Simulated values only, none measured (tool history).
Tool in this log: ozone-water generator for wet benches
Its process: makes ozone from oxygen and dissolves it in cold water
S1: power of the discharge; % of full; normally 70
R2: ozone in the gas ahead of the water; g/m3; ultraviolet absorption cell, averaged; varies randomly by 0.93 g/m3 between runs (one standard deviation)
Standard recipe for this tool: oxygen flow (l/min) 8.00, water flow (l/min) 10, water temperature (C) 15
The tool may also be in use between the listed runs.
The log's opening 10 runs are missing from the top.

run 11 hour=1371.0 | S1=70 oxygen_flow_(l/min)=8.00 water_flow_(l/min)=10 water_temperature_(C)=15 | dissolved_ozone_(ppm)=24.9 R2=121.9
run 12 hour=1481.3 | S1=59 oxygen_flow_(l/min)=8.00 water_flow_(l/min)=10 water_temperature_(C)=15 | dissolved_ozone_(ppm)=23.1 R2=112.4
run 13 hour=1632.8 | S1=59 oxygen_flow_(l/min)=8.00 water_flow_(l/min)=10 water_temperature_(C)=15 | dissolved_ozone_(ppm)=22.9 R2=110.9
run 14 hour=1834.5 | S1=59 oxygen_flow_(l/min)=8.00 water_flow_(l/min)=10 water_temperature_(C)=15 | dissolved_ozone_(ppm)=22.2 R2=110.2
run 15 hour=2037.2 | S1=59 oxygen_flow_(l/min)=8.00 water_flow_(l/min)=10 water_temperature_(C)=15 | dissolved_ozone_(ppm)=22.0 R2=109.2
run 16 hour=2187.8 | S1=59 oxygen_flow_(l/min)=8.00 water_flow_(l/min)=10 water_temperature_(C)=15 | dissolved_ozone_(ppm)=21.7 R2=108.3
run 17 hour=2281.7 | S1=59 oxygen_flow_(l/min)=8.00 water_flow_(l/min)=10 water_temperature_(C)=15 | dissolved_ozone_(ppm)=21.5 R2=107.0
run 18 hour=2440.9 | S1=76 oxygen_flow_(l/min)=9.16 water_flow_(l/min)=9 water_temperature_(C)=15 | dissolved_ozone_(ppm)=25.0 R2=112.2
run 19 hour=2537.0 | S1=46 oxygen_flow_(l/min)=12.18 water_flow_(l/min)=10 water_temperature_(C)=15 | dissolved_ozone_(ppm)=18.4 R2=81.9
run 20 hour=2659.9 | S1=46 oxygen_flow_(l/min)=12.18 water_flow_(l/min)=10 water_temperature_(C)=15 | dissolved_ozone_(ppm)=18.2 R2=81.0
run 21 hour=2791.5 | S1=70 oxygen_flow_(l/min)=5.43 water_flow_(l/min)=6 water_temperature_(C)=18 | dissolved_ozone_(ppm)=27.8 R2=128.7
run 22 hour=2966.9 | S1=70 oxygen_flow_(l/min)=5.43 water_flow_(l/min)=6 water_temperature_(C)=18 | dissolved_ozone_(ppm)=27.6 R2=128.6
run 23 hour=3114.3 | S1=70 oxygen_flow_(l/min)=5.43 water_flow_(l/min)=6 water_temperature_(C)=18 | dissolved_ozone_(ppm)=27.0 R2=126.9
run 24 hour=3227.4 | S1=95 oxygen_flow_(l/min)=5.43 water_flow_(l/min)=6 water_temperature_(C)=18 | dissolved_ozone_(ppm)=30.6 R2=141.4
run 25 hour=3357.2 | S1=95 oxygen_flow_(l/min)=5.43 water_flow_(l/min)=6 water_temperature_(C)=18 | dissolved_ozone_(ppm)=30.2 R2=139.9
-- hour=3442.5 contactor cleaned
run 26 hour=3483.9 | S1=70 oxygen_flow_(l/min)=8.00 water_flow_(l/min)=10 water_temperature_(C)=16 | dissolved_ozone_(ppm)=21.1 R2=106.6
run 27 hour=3645.4 | S1=70 oxygen_flow_(l/min)=8.00 water_flow_(l/min)=10 water_temperature_(C)=16 | dissolved_ozone_(ppm)=20.4 R2=104.9
-- hour=3766.9 water thermometer calibrated
run 28 hour=3815.7 | S1=89 oxygen_flow_(l/min)=9.06 water_flow_(l/min)=11 water_temperature_(C)=18 | dissolved_ozone_(ppm)=20.2 R2=109.0
run 29 hour=3962.8 | S1=86 oxygen_flow_(l/min)=8.44 water_flow_(l/min)=13 water_temperature_(C)=9 | dissolved_ozone_(ppm)=21.5 R2=107.5
run 30 hour=4096.1 | S1=86 oxygen_flow_(l/min)=8.44 water_flow_(l/min)=13 water_temperature_(C)=9 | dissolved_ozone_(ppm)=21.2 R2=105.9
-- hour=4188.1 electrodes of the discharge changed
run 31 hour=4301.3 | S1=45 oxygen_flow_(l/min)=6.68 water_flow_(l/min)=13 water_temperature_(C)=19 | dissolved_ozone_(ppm)=19.5 R2=131.9
run 32 hour=4392.1 | S1=70 oxygen_flow_(l/min)=8.00 water_flow_(l/min)=10 water_temperature_(C)=14 | dissolved_ozone_(ppm)=32.2 R2=158.2
run 33 hour=4500.9 | S1=70 oxygen_flow_(l/min)=8.00 water_flow_(l/min)=10 water_temperature_(C)=14 | dissolved_ozone_(ppm)=31.9 R2=154.8

Forecast each of these 4 alternatives for the next run:
run A hour=4641.7 | S1=70 oxygen_flow_(l/min)=11.60 water_flow_(l/min)=6 water_temperature_(C)=15 | dissolved_ozone_(ppm)=? R2=?
run B hour=4641.7 | S1=83 oxygen_flow_(l/min)=7.70 water_flow_(l/min)=10 water_temperature_(C)=22 | dissolved_ozone_(ppm)=? R2=?
run C hour=4641.7 | S1=70 oxygen_flow_(l/min)=8.00 water_flow_(l/min)=10 water_temperature_(C)=14 | dissolved_ozone_(ppm)=? R2=?
run D hour=4641.7 | S1=70 oxygen_flow_(l/min)=7.18 water_flow_(l/min)=10 water_temperature_(C)=14 | dissolved_ozone_(ppm)=? R2=?

run=A dissolved_ozone_(ppm)=36.7 R2=134.0
run=B dissolved_ozone_(ppm)=28.6 R2=169.9
run=C dissolved_ozone_(ppm)=31.6 R2=153.7
run=D dissolved_ozone_(ppm)=31.6 R2=161.3
With the hidden condition removed and each run's random variation left untouched, the same runs would have given:
run=A dissolved_ozone_(ppm)=38.0 R2=137.5
run=B dissolved_ozone_(ppm)=30.0 R2=174.8
run=C dissolved_ozone_(ppm)=33.0 R2=157.7
run=D dissolved_ozone_(ppm)=33.0 R2=165.5
